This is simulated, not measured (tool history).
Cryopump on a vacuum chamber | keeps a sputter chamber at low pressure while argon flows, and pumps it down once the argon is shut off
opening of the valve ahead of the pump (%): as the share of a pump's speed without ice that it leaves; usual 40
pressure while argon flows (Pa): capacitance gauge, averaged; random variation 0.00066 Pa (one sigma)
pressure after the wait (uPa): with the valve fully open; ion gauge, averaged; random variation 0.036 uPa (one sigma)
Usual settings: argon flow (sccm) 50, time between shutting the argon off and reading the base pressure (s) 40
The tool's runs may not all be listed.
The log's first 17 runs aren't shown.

run    hour  argon flow (sccm)  time between shutting the argon off and reading the base pressure (s)  opening of the valve ahead of the pump (%)  pressure while argon flows (Pa)  pressure after the wait (uPa)
 18   606.1                 50                                                                    171                                          40                           0.1115                           0.66
 19   649.4                 24                                                                     40                                          40                           0.0548                           2.15
 20   684.1                 24                                                                     40                                          40                           0.0538                           2.11
 21   733.9                 37                                                                    170                                          40                           0.0839                           0.72
 22   777.1                 21                                                                    252                                          41                           0.0466                           0.55
 23   824.6                 50                                                                     40                                          38                           0.1201                           2.13
 24   852.9                 27                                                                     40                                          40                           0.0619                           2.19
 25   887.4                 90                                                                     50                                          37                           0.2209                           1.79
 26   930.2                 21                                                                     31                                          42                           0.0461                           2.68
 27   970.9                 99                                                                     31                                          30                           0.2998                           2.69
 28   992.1                 56                                                                     39                                          23                           0.2202                           2.27
 29  1032.9                 50                                                                     26                                          15                           0.2960                           3.18
 30  1061.5                 50                                                                     26                                          15                           0.2971                           3.15
 31  1105.9                 21                                                                     40                                          24                           0.0787                           2.13
 32  1139.2                 21                                                                     40                                          24                           0.0790                           2.15
 33  1173.8                 34                                                                    111                                          54                           0.0613                           1.00

3 ways to go on from here, each from the tool as it stands after run 33. What would each give?
     1218.7  -- pump warmed up, emptied and cooled again
  A  1226.4                 33                                                                     40                                          40                                ?                              ?
     1218.7  -- pump warmed up, emptied and cooled again
  B  1226.4                 39                                                                     67                                          54                                ?                              ?
     1218.7  -- pump warmed up, emptied and cooled again
  C  1226.4                 45                                                                     40                                          40                                ?                              ?

run  pressure while argon flows (Pa)  pressure after the wait (uPa)
  A                           0.0708                           2.15
  B                           0.0625                           1.42
  C                           0.0983                           2.13
Without the tool's hidden state the same runs would have given:
run  pressure while argon flows (Pa)  pressure after the wait (uPa)
  A                           0.0700                           2.02
  B                           0.0615                           1.30
  C                           0.0972                           2.00
